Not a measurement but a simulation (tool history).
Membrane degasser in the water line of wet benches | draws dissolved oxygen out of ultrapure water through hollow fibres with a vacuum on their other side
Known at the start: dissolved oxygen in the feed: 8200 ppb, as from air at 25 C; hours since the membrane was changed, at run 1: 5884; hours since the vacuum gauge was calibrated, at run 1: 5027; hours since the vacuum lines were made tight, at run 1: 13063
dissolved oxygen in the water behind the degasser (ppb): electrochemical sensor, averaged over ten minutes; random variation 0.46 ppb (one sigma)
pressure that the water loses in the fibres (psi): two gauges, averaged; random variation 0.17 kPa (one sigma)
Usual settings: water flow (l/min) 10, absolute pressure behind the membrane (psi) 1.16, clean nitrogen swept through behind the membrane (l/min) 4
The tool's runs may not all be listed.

run    hour  water flow (l/min)  absolute pressure behind the membrane (psi)  clean nitrogen swept through behind the membrane (l/min)  hours since the membrane was changed  hours since the vacuum gauge was calibrated  hours since the vacuum lines were made tight  dissolved oxygen in the water behind the degasser (ppb)  pressure that the water loses in the fibres (psi)
  1       0                  10                                         1.16                                                         4                                  5884                                         5027                                         13063                                                     40.4                                               4.29
  2   137.2                  10                                         1.16                                                         4                                  6021                                         5164                                         13200                                                     41.2                                              4.212
  3   201.7                  10                                         1.16                                                         4                                  6086                                         5229                                         13264                                                     40.7                                              4.239
  4   281.2                  10                                         1.16                                                         4                                  6165                                         5308                                         13344                                                     41.4                                              4.189
  5   386.3                  10                                         1.16                                                         4                                  6270                                         5413                                         13449                                                     40.5                                              4.209
  6   483.9                  10                                         1.16                                                         4                                  6368                                         5511                                         13547                                                     40.8                                              4.273
  7     624                  10                                         1.16                                                         4                                  6508                                         5651                                         13687                                                     40.6                                              4.238
  8   742.3                  10                                         1.16                                                         4                                  6626                                         5769                                         13805                                                     40.6                                              4.251
  9   869.5                  10                                         1.16                                                         4                                  6754                                         5897                                         13932                                                     41.1                                              4.251
 10   949.7                  10                                         1.16                                                         4                                  6834                                         5977                                         14012                                                     41.2                                              4.284
 11  1047.9                  10                                         1.16                                                         4                                  6932                                         6075                                         14111                                                     41.2                                              4.219
 12  1201.9                  10                                         1.16                                                         4                                  7086                                         6229                                         14265                                                     40.6                                              4.308
 13  1335.3                  10                                         1.16                                                         4                                  7219                                         6362                                         14398                                                     42.3                                              4.276
     1347.1  -- vacuum gauge calibrated
 14  1473.1                  10                                         1.16                                                         4                                  7357                                          126                                         14535                                                     42.6                                              4.219
 15  1553.1                  11                                        1.762                                                      8.98                                  7437                                          206                                         14615                                                     40.5                                               4.65
 16  1636.1                  14                                        1.175                                                      3.74                                  7520                                          289                                         14698                                                       68                                              6.016
 17    1722                  14                                        1.175                                                      3.74                                  7606                                          375                                         14784                                                     67.8                                              5.983
     1763.8  -- vacuum gauge calibrated, once more
 18  1876.6                  14                                        1.175                                                      3.74                                  7760                                          113                                         14938                                                     67.1                                              6.042
 19  2002.9                   9                                        1.175                                                      3.74                                  7886                                          239                                         15065                                                     38.7                                                3.8
 20  2094.3                   9                                        1.175                                                      3.74                                  7977                                          330                                         15156                                                     39.8                                              3.881
 21  2188.9                   9                                        1.175                                                      3.74                                  8072                                          425                                         15251                                                     38.5                                              3.838
     2275.1  -- seals of the vacuum lines changed
 22  2343.2                  10                                         1.24                                                      3.57                                  8224                                          577                                            68                                                       45                                              4.302
 23  2423.5                  12                                         2.76                                                      3.01                                  8305                                          658                                           148                                                    166.6                                              5.163

Run 24 comes next. What will it give?
 24  2577.8                  12                                        2.231                                                      3.01                                  8459                                          812                                           303                                                        ?                                                  ?

dissolved oxygen in the water behind the degasser (ppb): 130.1
pressure that the water loses in the fibres (psi): 5.162
Without the tool's hidden state the same run would have given dissolved oxygen in the water behind the degasser (ppb) 126.2, pressure that the water loses in the fibres (psi) 4.96.
